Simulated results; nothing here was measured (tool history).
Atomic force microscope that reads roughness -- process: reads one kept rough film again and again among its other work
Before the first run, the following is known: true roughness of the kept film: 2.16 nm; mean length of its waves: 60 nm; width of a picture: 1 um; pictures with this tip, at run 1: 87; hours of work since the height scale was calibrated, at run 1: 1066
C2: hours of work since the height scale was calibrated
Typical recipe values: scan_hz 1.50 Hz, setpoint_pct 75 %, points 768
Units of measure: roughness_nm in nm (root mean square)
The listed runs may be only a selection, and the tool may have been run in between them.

{"run": 1, "hour": 0.0, "scan_hz": 1.5, "setpoint_pct": 75, "points": 768, "pictures with this tip": 87, "C2": 1066, "roughness_nm": 2.002}
{"run": 2, "hour": 18.7, "scan_hz": 1.5, "setpoint_pct": 75, "points": 768, "pictures with this tip": 124, "C2": 1078, "roughness_nm": 1.99}
{"hour": 22.5, "done": "new tip fitted"}
{"run": 3, "hour": 58.0, "scan_hz": 1.5, "setpoint_pct": 75, "points": 768, "pictures with this tip": 70, "C2": 1104, "roughness_nm": 1.991}
{"run": 4, "hour": 78.7, "scan_hz": 1.5, "setpoint_pct": 75, "points": 768, "pictures with this tip": 111, "C2": 1118, "roughness_nm": 1.975}
{"hour": 87.6, "done": "new tip fitted"}
{"run": 5, "hour": 98.6, "scan_hz": 1.5, "setpoint_pct": 75, "points": 768, "pictures with this tip": 22, "C2": 1131, "roughness_nm": 1.999}
{"run": 6, "hour": 128.0, "scan_hz": 1.5, "setpoint_pct": 75, "points": 768, "pictures with this tip": 80, "C2": 1151, "roughness_nm": 1.98}
{"run": 7, "hour": 148.3, "scan_hz": 1.5, "setpoint_pct": 75, "points": 768, "pictures with this tip": 120, "C2": 1164, "roughness_nm": 1.981}
{"hour": 152.4, "done": "new tip fitted"}
{"run": 8, "hour": 168.4, "scan_hz": 1.5, "setpoint_pct": 75, "points": 768, "pictures with this tip": 32, "C2": 1177, "roughness_nm": 1.99}
{"run": 9, "hour": 194.8, "scan_hz": 1.5, "setpoint_pct": 75, "points": 768, "pictures with this tip": 84, "C2": 1195, "roughness_nm": 2.003}
{"hour": 217.9, "done": "new tip fitted"}
{"run": 10, "hour": 231.3, "scan_hz": 1.5, "setpoint_pct": 75, "points": 768, "pictures with this tip": 26, "C2": 1219, "roughness_nm": 1.985}
{"run": 11, "hour": 268.1, "scan_hz": 1.5, "setpoint_pct": 75, "points": 768, "pictures with this tip": 99, "C2": 1243, "roughness_nm": 1.989}
{"hour": 282.9, "done": "new tip fitted"}
{"run": 12, "hour": 302.0, "scan_hz": 1.5, "setpoint_pct": 75, "points": 768, "pictures with this tip": 38, "C2": 1266, "roughness_nm": 1.987}
{"run": 13, "hour": 318.7, "scan_hz": 1.39, "setpoint_pct": 75, "points": 768, "pictures with this tip": 71, "C2": 1277, "roughness_nm": 1.995}
{"run": 14, "hour": 342.6, "scan_hz": 1.5, "setpoint_pct": 86, "points": 768, "pictures with this tip": 118, "C2": 1293, "roughness_nm": 1.911}
{"hour": 347.8, "done": "new tip fitted"}
{"run": 15, "hour": 377.6, "scan_hz": 1.5, "setpoint_pct": 86, "points": 768, "pictures with this tip": 59, "C2": 1316, "roughness_nm": 1.913}
{"run": 16, "hour": 402.0, "scan_hz": 1.5, "setpoint_pct": 86, "points": 768, "pictures with this tip": 108, "C2": 1332, "roughness_nm": 1.912}
{"hour": 411.6, "done": "new tip fitted"}
{"run": 17, "hour": 443.2, "scan_hz": 2.86, "setpoint_pct": 75, "points": 768, "pictures with this tip": 62, "C2": 1359, "roughness_nm": 1.898}
{"run": 18, "hour": 460.0, "scan_hz": 2.86, "setpoint_pct": 75, "points": 768, "pictures with this tip": 95, "C2": 1370, "roughness_nm": 1.899}
{"hour": 478.3, "done": "new tip fitted"}
{"run": 19, "hour": 481.8, "scan_hz": 0.83, "setpoint_pct": 75, "points": 589, "pictures with this tip": 7, "C2": 1384, "roughness_nm": 2.036}
{"run": 20, "hour": 499.5, "scan_hz": 3.73, "setpoint_pct": 87, "points": 589, "pictures with this tip": 42, "C2": 1396, "roughness_nm": 1.672}
{"run": 21, "hour": 531.7, "scan_hz": 3.73, "setpoint_pct": 87, "points": 589, "pictures with this tip": 106, "C2": 1418, "roughness_nm": 1.66}
{"hour": 541.8, "done": "new tip fitted"}
{"run": 22, "hour": 563.5, "scan_hz": 3.73, "setpoint_pct": 87, "points": 589, "pictures with this tip": 43, "C2": 1439, "roughness_nm": 1.664}
{"run": 23, "hour": 586.7, "scan_hz": 3.73, "setpoint_pct": 87, "points": 589, "pictures with this tip": 88, "C2": 1454, "roughness_nm": 1.675}
{"hour": 606.8, "done": "new tip fitted"}
{"run": 24, "hour": 611.3, "scan_hz": 3.73, "setpoint_pct": 87, "points": 589, "pictures with this tip": 9, "C2": 1470, "roughness_nm": 1.678}
{"run": 25, "hour": 642.7, "scan_hz": 2.92, "setpoint_pct": 62, "points": 270, "pictures with this tip": 71, "C2": 1491, "roughness_nm": 1.992}
{"hour": 672.1, "done": "new tip fitted"}
{"run": 26, "hour": 680.2, "scan_hz": 0.51, "setpoint_pct": 75, "points": 272, "pictures with this tip": 16, "C2": 1516, "roughness_nm": 2.065}
{"run": 27, "hour": 699.0, "scan_hz": 0.51, "setpoint_pct": 68, "points": 403, "pictures with this tip": 53, "C2": 1528, "roughness_nm": 2.081}
{"run": 28, "hour": 727.9, "scan_hz": 1.32, "setpoint_pct": 68, "points": 903, "pictures with this tip": 111, "C2": 1548, "roughness_nm": 2.046}
{"hour": 736.9, "done": "new tip fitted"}
{"run": 29, "hour": 763.4, "scan_hz": 3.93, "setpoint_pct": 85, "points": 269, "pictures with this tip": 53, "C2": 1571, "roughness_nm": 1.689}
{"run": 30, "hour": 779.8, "scan_hz": 1.5, "setpoint_pct": 82, "points": 625, "pictures with this tip": 85, "C2": 1582, "roughness_nm": 1.938}
{"hour": 802.6, "done": "new tip fitted"}
{"run": 31, "hour": 810.3, "scan_hz": 1.5, "setpoint_pct": 82, "points": 625, "pictures with this tip": 15, "C2": 1602, "roughness_nm": 1.952}
{"hour": 816.3, "done": "height scale calibrated on a step standard"}
{"run": 32, "hour": 848.4, "scan_hz": 4.0, "setpoint_pct": 87, "points": 326, "pictures with this tip": 89, "C2": 21, "roughness_nm": 1.621}
{"hour": 868.1, "done": "new tip fitted"}
{"run": 33, "hour": 873.3, "scan_hz": 4.0, "setpoint_pct": 87, "points": 326, "pictures with this tip": 10, "C2": 38, "roughness_nm": 1.642}
{"run": 34, "hour": 906.4, "scan_hz": 1.4, "setpoint_pct": 58, "points": 614, "pictures with this tip": 75, "C2": 60, "roughness_nm": 2.064}
{"run": 35, "hour": 924.6, "scan_hz": 1.98, "setpoint_pct": 61, "points": 790, "pictures with this tip": 111, "C2": 72, "roughness_nm": 2.029}

Below are 4 alternative next runs, each starting from the tool's condition after run 35. Predict each:
{"hour": 932.4, "done": "new tip fitted"}
{"run": "A", "hour": 949.3, "scan_hz": 1.5, "setpoint_pct": 63, "points": 328, "pictures with this tip": 33, "C2": 88, "roughness_nm": "?"}
{"hour": 932.4, "done": "new tip fitted"}
{"run": "B", "hour": 949.3, "scan_hz": 3.41, "setpoint_pct": 82, "points": 501, "pictures with this tip": 33, "C2": 88, "roughness_nm": "?"}
{"hour": 932.4, "done": "new tip fitted"}
{"run": "C", "hour": 949.3, "scan_hz": 1.02, "setpoint_pct": 75, "points": 768, "pictures with this tip": 33, "C2": 88, "roughness_nm": "?"}
{"hour": 932.4, "done": "new tip fitted"}
{"run": "D", "hour": 949.3, "scan_hz": 0.51, "setpoint_pct": 75, "points": 768, "pictures with this tip": 33, "C2": 88, "roughness_nm": "?"}

run=A roughness_nm=2.050
run=B roughness_nm=1.775
run=C roughness_nm=2.027
run=D roughness_nm=2.068
Stripped of hidden state, with their random variation kept, the same runs would have yielded:
run=A roughness_nm=2.053
run=B roughness_nm=1.777
run=C roughness_nm=2.030
run=D roughness_nm=2.070
